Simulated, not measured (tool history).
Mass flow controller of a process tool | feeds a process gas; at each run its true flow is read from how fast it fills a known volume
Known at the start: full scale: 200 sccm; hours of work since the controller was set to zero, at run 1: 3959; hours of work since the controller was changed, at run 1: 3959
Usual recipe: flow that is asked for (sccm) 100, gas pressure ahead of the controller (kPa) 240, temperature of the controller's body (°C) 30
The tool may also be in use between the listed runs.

run    hour  flow that is asked for (sccm)  gas pressure ahead of the controller (kPa)  temperature of the controller's body (°C)  hours of work since the controller was set to zero  hours of work since the controller was changed  true flow (%)
  1       0                            100                                         240                                         30                                                3959                                            3959          98.39
  2   240.2                            100                                         240                                         30                                                4093                                            4093          98.36
  3   456.8                            100                                         240                                         30                                                4213                                            4213          98.41
  4   650.8                            100                                         240                                         30                                                4320                                            4320          98.36
  5   872.8                            100                                         240                                         30                                                4444                                            4444          98.41
     1079.9  -- controller's zero set anew
  6  1079.9                            100                                         240                                         30                                                   0                                            4558          98.37
  7  1313.9                            100                                         240                                         30                                                 130                                            4688           98.4
  8  1526.4                            100                                         240                                         21                                                 248                                            4806          98.96
  9  1710.4                            100                                         240                                         21                                                 350                                            4908          98.94
 10  1982.9                            100                                         240                                         30                                                 501                                            5060          98.36
 11  2101.8                            100                                         240                                         30                                                 567                                            5126          98.41
 12  2288.6                            100                                         240                                         30                                                 671                                            5229          98.31
 13  2486.2                            100                                         240                                         30                                                 781                                            5339          98.39
 14    2663                            124                                         240                                         30                                                 879                                            5437          98.64
 15  2882.7                            100                                         240                                         25                                                1001                                            5559          98.72
 16  3032.7                            100                                         240                                         25                                                1084                                            5642          98.68
 17  3283.1                            100                                         234                                         33                                                1223                                            5781          98.29
 18    3397                            100                                         240                                         36                                                1286                                            5845          98.01
 19  3590.7                            162                                         237                                         27                                                1394                                            5952          99.34
 20    3859                            100                                         240                                         21                                                1543                                            6101          98.91
 21    3992                             96                                         147                                         40                                                1617                                            6175          97.89
 22    4119                             96                                         244                                         40                                                1687                                            6246          97.76
 23  4292.1                            100                                         240                                         34                                                1783                                            6342          98.23
 24  4407.6                            100                                         170                                         20                                                1847                                            6406          99.05
 25  4584.7                             75                                         162                                         34                                                1946                                            6504          97.92
 26  4851.9                             22                                         272                                         34                                                2094                                            6652          97.13
 27  5091.9                            153                                         188                                         29                                                2227                                            6786          99.21
 28  5344.3                             37                                         188                                         30                                                2367                                            6926          97.69
 29  5600.7                             37                                         188                                         30                                                2510                                            7068          97.68
 30  5870.4                             82                                         155                                         25                                                2659                                            7218          98.59
 31  5996.8                             42                                         155                                         25                                                2730                                            7288          98.15

Entry by entry between the runs, the difference in hidden state between the last listed run before and the first listed run after:
Between runs 5 and 6: controller's zero set anew (hour 1079.9)
  flow at rest that the sensor doesn't see, % of full scale: 0.002 -> 0

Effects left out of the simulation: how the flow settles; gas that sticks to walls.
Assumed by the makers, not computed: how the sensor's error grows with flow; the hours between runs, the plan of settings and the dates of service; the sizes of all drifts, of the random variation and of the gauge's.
